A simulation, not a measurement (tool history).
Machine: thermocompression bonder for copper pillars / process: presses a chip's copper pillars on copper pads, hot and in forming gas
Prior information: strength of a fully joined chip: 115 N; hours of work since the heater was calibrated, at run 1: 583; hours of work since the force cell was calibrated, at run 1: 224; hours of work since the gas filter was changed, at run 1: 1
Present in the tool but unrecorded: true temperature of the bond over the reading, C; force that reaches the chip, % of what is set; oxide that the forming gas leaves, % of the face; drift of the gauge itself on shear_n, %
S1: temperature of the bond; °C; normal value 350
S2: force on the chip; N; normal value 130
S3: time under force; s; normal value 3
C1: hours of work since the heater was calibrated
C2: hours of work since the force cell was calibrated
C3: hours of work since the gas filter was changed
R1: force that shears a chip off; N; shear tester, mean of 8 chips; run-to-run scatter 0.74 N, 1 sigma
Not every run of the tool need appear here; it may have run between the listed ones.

{"run": 1, "day": 0.0, "S1": 350, "S2": 130, "S3": 3, "C1": 583, "C2": 224, "C3": 1, "R1": 49.5}
{"run": 2, "day": 0.233, "S1": 360, "S2": 130, "S3": 3, "C1": 586, "C2": 227, "C3": 4, "R1": 54.4}
{"run": 3, "day": 0.646, "S1": 360, "S2": 130, "S3": 3, "C1": 592, "C2": 233, "C3": 10, "R1": 55.4}
{"run": 4, "day": 1.033, "S1": 360, "S2": 130, "S3": 3, "C1": 598, "C2": 239, "C3": 16, "R1": 55.3}
{"run": 5, "day": 1.517, "S1": 350, "S2": 130, "S3": 3, "C1": 605, "C2": 246, "C3": 23, "R1": 50.3}
{"run": 6, "day": 2.042, "S1": 350, "S2": 130, "S3": 2, "C1": 612, "C2": 253, "C3": 30, "R1": 42.9}
{"run": 7, "day": 2.3, "S1": 350, "S2": 130, "S3": 2, "C1": 616, "C2": 257, "C3": 34, "R1": 42.6}
{"run": 8, "day": 2.675, "S1": 367, "S2": 112, "S3": 3, "C1": 622, "C2": 263, "C3": 40, "R1": 51.7}
{"day": 2.758, "done": "force cell calibrated"}
{"run": 9, "day": 3.162, "S1": 321, "S2": 112, "S3": 6, "C1": 628, "C2": 6, "C3": 46, "R1": 39.9}
{"day": 3.579, "done": "force cell calibrated, once more"}
{"run": 10, "day": 3.592, "S1": 321, "S2": 112, "S3": 6, "C1": 633, "C2": 0, "C3": 51, "R1": 41}
{"run": 11, "day": 3.942, "S1": 321, "S2": 112, "S3": 6, "C1": 638, "C2": 5, "C3": 56, "R1": 41.2}
{"run": 12, "day": 4.45, "S1": 321, "S2": 112, "S3": 4, "C1": 646, "C2": 13, "C3": 64, "R1": 35}
{"run": 13, "day": 4.929, "S1": 321, "S2": 112, "S3": 4, "C1": 653, "C2": 20, "C3": 71, "R1": 33.7}
{"run": 14, "day": 5.35, "S1": 355, "S2": 79, "S3": 2, "C1": 659, "C2": 26, "C3": 77, "R1": 26.4}

Branching from run 14: 4 alternative next runs. What would each branch give?
{"run": "A", "day": 5.575, "S1": 350, "S2": 130, "S3": 3, "C1": 662, "C2": 29, "C3": 80, "R1": "?"}
{"run": "B", "day": 5.575, "S1": 339, "S2": 130, "S3": 6, "C1": 662, "C2": 29, "C3": 80, "R1": "?"}
{"run": "C", "day": 5.575, "S1": 352, "S2": 79, "S3": 2, "C1": 662, "C2": 29, "C3": 80, "R1": "?"}
{"run": "D", "day": 5.575, "S1": 376, "S2": 130, "S3": 3, "C1": 662, "C2": 29, "C3": 80, "R1": "?"}

run=A R1=48.2
run=B R1=56
run=C R1=25.2
run=D R1=60.2
Stripped of hidden state, with their random variation kept, the same runs would have yielded:
run=A R1=54.3
run=B R1=63
run=C R1=28.8
run=D R1=67
